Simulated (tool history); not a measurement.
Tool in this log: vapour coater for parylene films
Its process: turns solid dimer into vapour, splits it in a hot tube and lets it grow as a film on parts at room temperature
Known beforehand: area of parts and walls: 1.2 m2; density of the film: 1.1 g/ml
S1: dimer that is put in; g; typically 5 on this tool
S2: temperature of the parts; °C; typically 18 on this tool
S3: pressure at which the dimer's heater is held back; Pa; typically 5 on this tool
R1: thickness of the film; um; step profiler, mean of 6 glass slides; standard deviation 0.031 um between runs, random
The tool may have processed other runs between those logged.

| run | hour | S1 | S2 | S3 | R1 |
|---|---|---|---|---|---|
| 1 | 0 | 5 | 18 | 5 | 2.68 |
| 2 | 44.3 | 5 | 18 | 5 | 2.67 |
|  | 83.9 | trap's valve overhauled |
| 3 | 88 | 5 | 18 | 5 | 3 |
| 4 | 130.2 | 5 | 18 | 5 | 2.95 |
| 5 | 182.6 | 5 | 18 | 5 | 2.9 |
| 6 | 218.8 | 5 | 18 | 5 | 2.92 |
| 7 | 258.9 | 5 | 18 | 5 | 2.93 |
| 8 | 302.6 | 5 | 18 | 5 | 2.89 |
| 9 | 330.7 | 5 | 18 | 6.63 | 2.84 |
| 10 | 355.6 | 5 | 18 | 5 | 2.9 |
| 11 | 382.7 | 2 | 18 | 5 | 1.14 |
| 12 | 417.4 | 2 | 18 | 5 | 1.14 |
| 13 | 460.4 | 2 | 18 | 5 | 1.12 |
| 14 | 514.6 | 2 | 18 | 5 | 1.07 |
| 15 | 552.6 | 2 | 18 | 5 | 1.1 |
| 16 | 576.9 | 2 | 18 | 5 | 1.14 |
| 17 | 612.2 | 5 | 23 | 5 | 2.14 |
| 18 | 652.2 | 5 | 18 | 5 | 2.75 |
| 19 | 683 | 5 | 18 | 5 | 2.75 |
| 20 | 716.8 | 5 | 24 | 5 | 2.03 |
| 21 | 751.5 | 5 | 18 | 5 | 2.71 |
| 22 | 782.9 | 2 | 14 | 7.98 | 1.23 |
| 23 | 812.7 | 5 | 14 | 10.74 | 2.99 |
|  | 835.4 | trap's valve overhauled |
| 24 | 848.7 | 4 | 18 | 2.94 | 2.36 |
| 25 | 895.8 | 4 | 18 | 5.42 | 2.32 |
| 26 | 939.4 | 4 | 18 | 5.42 | 2.27 |
| 27 | 965.5 | 4 | 18 | 5.42 | 2.28 |
| 28 | 1016.1 | 4 | 18 | 5.42 | 2.24 |
| 29 | 1053 | 8 | 18 | 5 | 4.53 |
| 30 | 1103 | 2 | 18 | 9.93 | 1.08 |
| 31 | 1159.1 | 7 | 11 | 2.91 | 5.02 |
| 32 | 1197 | 3 | 18 | 4.16 | 1.69 |
| 33 | 1254.6 | 5 | 17 | 11.31 | 2.66 |
| 34 | 1305.8 | 5 | 18 | 7.62 | 2.65 |
| 35 | 1339.8 | 2 | 18 | 3.01 | 1.09 |
| 36 | 1370.1 | 2 | 18 | 3.01 | 1.13 |
|  | 1376.5 | table's thermometer calibrated |
| 37 | 1424.9 | 2 | 18 | 4.31 | 1.12 |
| 38 | 1473.9 | 2 | 18 | 4.92 | 1.12 |
| 39 | 1500.9 | 5 | 20 | 5 | 2.49 |
| 40 | 1540.1 | 6 | 21 | 2.79 | 3.01 |

Branching from run 40: 5 alternative next runs. What would each branch give?
| A | 1576.8 | 5 | 18 | 9.19 | ? |
| B | 1576.8 | 6 | 21 | 6 | ? |
| C | 1576.8 | 7 | 20 | 4.07 | ? |
| D | 1576.8 | 5 | 19 | 5 | ? |
| E | 1576.8 | 4 | 30 | 2.79 | ? |

| run | R1 |
|---|---|
| A | 2.54 |
| B | 2.79 |
| C | 3.5 |
| D | 2.58 |
| E | 1.33 |
Had the tool no hidden state, the same runs would have come out as:
| run | R1 |
|---|---|
| A | 2.8 |
| B | 3.06 |
| C | 3.84 |
| D | 2.83 |
| E | 1.46 |
